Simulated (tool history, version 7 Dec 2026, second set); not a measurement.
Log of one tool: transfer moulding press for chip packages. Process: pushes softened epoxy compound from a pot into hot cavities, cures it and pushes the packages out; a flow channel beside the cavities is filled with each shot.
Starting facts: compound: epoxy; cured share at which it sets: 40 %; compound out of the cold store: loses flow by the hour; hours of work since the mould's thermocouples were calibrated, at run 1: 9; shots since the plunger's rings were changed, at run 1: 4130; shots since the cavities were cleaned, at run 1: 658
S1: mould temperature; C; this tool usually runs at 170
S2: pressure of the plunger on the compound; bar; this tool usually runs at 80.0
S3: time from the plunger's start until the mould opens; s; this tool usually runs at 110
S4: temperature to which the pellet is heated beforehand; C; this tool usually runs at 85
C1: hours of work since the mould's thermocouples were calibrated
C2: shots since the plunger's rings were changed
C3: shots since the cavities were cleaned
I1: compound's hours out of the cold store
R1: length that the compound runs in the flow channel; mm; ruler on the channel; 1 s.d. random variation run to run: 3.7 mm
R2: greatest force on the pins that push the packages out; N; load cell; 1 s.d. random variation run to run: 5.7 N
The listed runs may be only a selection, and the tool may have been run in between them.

run 1 hour=0.0 | S1=170 S2=80.0 S3=110 S4=85 | C1=9 C2=4130 C3=658 | I1=17.7 | R1=902 R2=310
-- hour=14.6 cavities cleaned with cleaning compound and waxed
run 2 hour=14.6 | S1=170 S2=80.0 S3=110 S4=85 | C1=17 C2=4274 C3=0 | I1=42.5 | R1=849 R2=346
-- hour=21.9 plunger's sealing rings changed
run 3 hour=27.2 | S1=170 S2=80.0 S3=110 S4=85 | C1=24 C2=58 C3=112 | I1=37.7 | R1=914 R2=352
-- hour=42.6 cavities cleaned with cleaning compound and waxed, once more
run 4 hour=43.9 | S1=170 S2=80.0 S3=110 S4=85 | C1=33 C2=226 C3=15 | I1=19.0 | R1=954 R2=214
run 5 hour=52.2 | S1=170 S2=83.2 S3=110 S4=85 | C1=39 C2=316 C3=105 | I1=38.0 | R1=931 R2=236
run 6 hour=59.0 | S1=170 S2=83.2 S3=110 S4=85 | C1=43 C2=391 C3=180 | I1=43.6 | R1=918 R2=246
run 7 hour=68.9 | S1=170 S2=83.2 S3=110 S4=85 | C1=49 C2=501 C3=290 | I1=39.8 | R1=922 R2=270
run 8 hour=82.2 | S1=170 S2=80.0 S3=110 S4=85 | C1=57 C2=648 C3=437 | I1=24.8 | R1=937 R2=296
run 9 hour=91.8 | S1=170 S2=80.0 S3=110 S4=85 | C1=63 C2=753 C3=542 | I1=32.8 | R1=916 R2=303
run 10 hour=108.3 | S1=178 S2=80.0 S3=127 S4=85 | C1=74 C2=935 C3=724 | I1=28.2 | R1=893 R2=277
-- hour=117.3 cavities cleaned with cleaning compound and waxed
run 11 hour=126.5 | S1=170 S2=80.0 S3=110 S4=85 | C1=84 C2=1119 C3=102 | I1=26.3 | R1=925 R2=233
run 12 hour=134.5 | S1=170 S2=80.0 S3=110 S4=85 | C1=89 C2=1207 C3=190 | I1=20.9 | R1=938 R2=247
run 13 hour=142.4 | S1=170 S2=82.7 S3=145 S4=85 | C1=94 C2=1294 C3=277 | I1=25.2 | R1=937 R2=252
run 14 hour=150.6 | S1=170 S2=86.5 S3=99 S4=85 | C1=99 C2=1384 C3=367 | I1=25.0 | R1=967 R2=335
run 15 hour=158.6 | S1=170 S2=86.5 S3=99 S4=85 | C1=104 C2=1473 C3=456 | I1=26.8 | R1=959 R2=329

Results for each run, recomputed without the tool's hidden state and with each run's random variation untouched:
Unlogged tool condition in this case: true mould temperature over the reading, C; pressure that reaches the compound, % of what is set; grip of the stained cavities, % over clean ones'; drift of the gauge itself on flow_mm, %; drift of the gauge itself on push_out_n, %.
run=1 R1=965 R2=201
run=2 R1=911 R2=196
run=3 R1=916 R2=203
run=4 R1=959 R2=208
run=5 R1=937 R2=204
run=6 R1=925 R2=197
run=7 R1=931 R2=198
run=8 R1=948 R2=202
run=9 R1=928 R2=200
run=10 R1=907 R2=170
run=11 R1=942 R2=201
run=12 R1=956 R2=192
run=13 R1=957 R2=187
run=14 R1=989 R2=237
run=15 R1=982 R2=221
